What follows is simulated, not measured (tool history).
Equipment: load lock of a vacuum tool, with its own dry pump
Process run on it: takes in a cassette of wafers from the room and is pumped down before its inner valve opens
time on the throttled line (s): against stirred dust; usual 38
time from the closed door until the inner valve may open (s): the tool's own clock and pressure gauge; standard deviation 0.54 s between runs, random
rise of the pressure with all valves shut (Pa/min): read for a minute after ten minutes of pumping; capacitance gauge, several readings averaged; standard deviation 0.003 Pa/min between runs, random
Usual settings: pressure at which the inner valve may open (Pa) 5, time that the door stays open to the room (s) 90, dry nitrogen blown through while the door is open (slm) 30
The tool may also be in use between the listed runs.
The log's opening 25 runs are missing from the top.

run,day,time on the throttled line (s),pressure at which the inner valve may open (Pa),time that the door stays open to the room (s),dry nitrogen blown through while the door is open (slm),hours that the pump has run since its overhaul,times that the door has closed on its seal,"incoming humidity of the room's air, %",time from the closed door until the inner valve may open (s),rise of the pressure with all valves shut (Pa/min)
26,148.571,19,10,84,30,938,42425,44.1,57.2,0.142
27,153.021,19,10,84,30,1045,42801,45.1,56.9,0.138
28,159.788,38,5,157,9,1207,43372,43.6,75.5,0.174
29,166.517,38,5,157,9,1369,43940,47.8,76.8,0.178
30,171.908,38,9,64,23,1498,44395,44.1,74.2,0.142
31,176.404,38,9,64,11,1606,44775,43.9,73.7,0.16
32,181.721,28,7,53,8,1734,45224,47,67,0.165
33,188.021,28,7,53,8,1885,45755,47.1,67.2,0.165
34,194.55,28,7,53,8,2041,46306,43.2,67.1,0.163
35,197.858,75,4,74,39,2121,46586,44.9,107.7,0.15
36,202.896,38,5,90,7,2242,47011,45.4,77.3,0.178
37,208.054,68,5,90,5,2366,47446,44.7,100.8,0.185

4 options for the next run, each taken on its own from the tool as it stands now. Forecast them:
A,212.646,38,5,74,30,2476,47834,44.5,?,?
B,212.646,20,5,90,30,2476,47834,47.6,?,?
C,212.646,45,5,97,5,2476,47834,44.5,?,?
D,212.646,68,5,90,4,2476,47834,41.5,?,?

run,time from the closed door until the inner valve may open (s),rise of the pressure with all valves shut (Pa/min)
A,78,0.165
B,62.9,0.163
C,82.9,0.187
D,101.7,0.184
With the hidden condition removed and each run's random variation left untouched, the same runs would have given:
run,time from the closed door until the inner valve may open (s),rise of the pressure with all valves shut (Pa/min)
A,75.6,0.029
B,60.2,0.028
C,80.7,0.052
D,99.8,0.046
